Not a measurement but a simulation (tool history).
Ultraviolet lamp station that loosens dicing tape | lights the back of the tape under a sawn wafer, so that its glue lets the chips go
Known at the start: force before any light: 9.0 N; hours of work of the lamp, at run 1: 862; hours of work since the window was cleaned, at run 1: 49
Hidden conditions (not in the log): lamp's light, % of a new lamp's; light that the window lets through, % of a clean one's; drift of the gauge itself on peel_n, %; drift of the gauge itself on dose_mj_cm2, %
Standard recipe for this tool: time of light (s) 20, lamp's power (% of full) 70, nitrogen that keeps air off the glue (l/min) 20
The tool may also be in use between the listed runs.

run,day,time of light (s),lamp's power (% of full),nitrogen that keeps air off the glue (l/min),hours of work of the lamp,hours of work since the window was cleaned,force that peels the tape off (N),light that reached the tape (J/m2)
1,0,20,70,20,862,49,0.7,2570
2,2.542,34,70,20,904,91,0.291,4400
3,5.062,22,70,20,945,132,0.609,2820
4,6.575,20,68,20,970,157,0.757,2490
5,10.067,20,70,20,1027,214,0.713,2570
6,12.729,20,70,20,1071,258,0.739,2620
# day 12.921: lamp changed
7,14.904,20,70,20,33,293,0.746,2580
# day 17.121: window cleaned of glue's vapour
8,17.946,20,70,20,82,14,0.715,2580
9,20.254,20,70,20,120,51,0.752,2630
10,23.788,20,70,20,178,109,0.722,2610
11,26.621,16,70,18,224,156,1.159,2070
12,29.912,16,70,18,278,210,1.174,2080
13,32.492,11,62,10,320,252,2.959,1300
14,33.954,14,62,10,344,276,2.19,1630

Branching from run 14: 4 alternative next runs. What would each branch give?
A,35.5,20,66,8,370,301,?,?
B,35.5,17,62,31,370,301,?,?
C,35.5,23,71,7,370,301,?,?
D,35.5,22,62,10,370,301,?,?

run,force that peels the tape off (N),light that reached the tape (J/m2)
A,1.292,2400
B,1.049,1940
C,0.967,3050
D,1.182,2490
Without the tool's unlogged condition, the same runs would have read:
run,force that peels the tape off (N),light that reached the tape (J/m2)
A,1.29,2400
B,1.047,1940
C,0.965,3060
D,1.18,2490
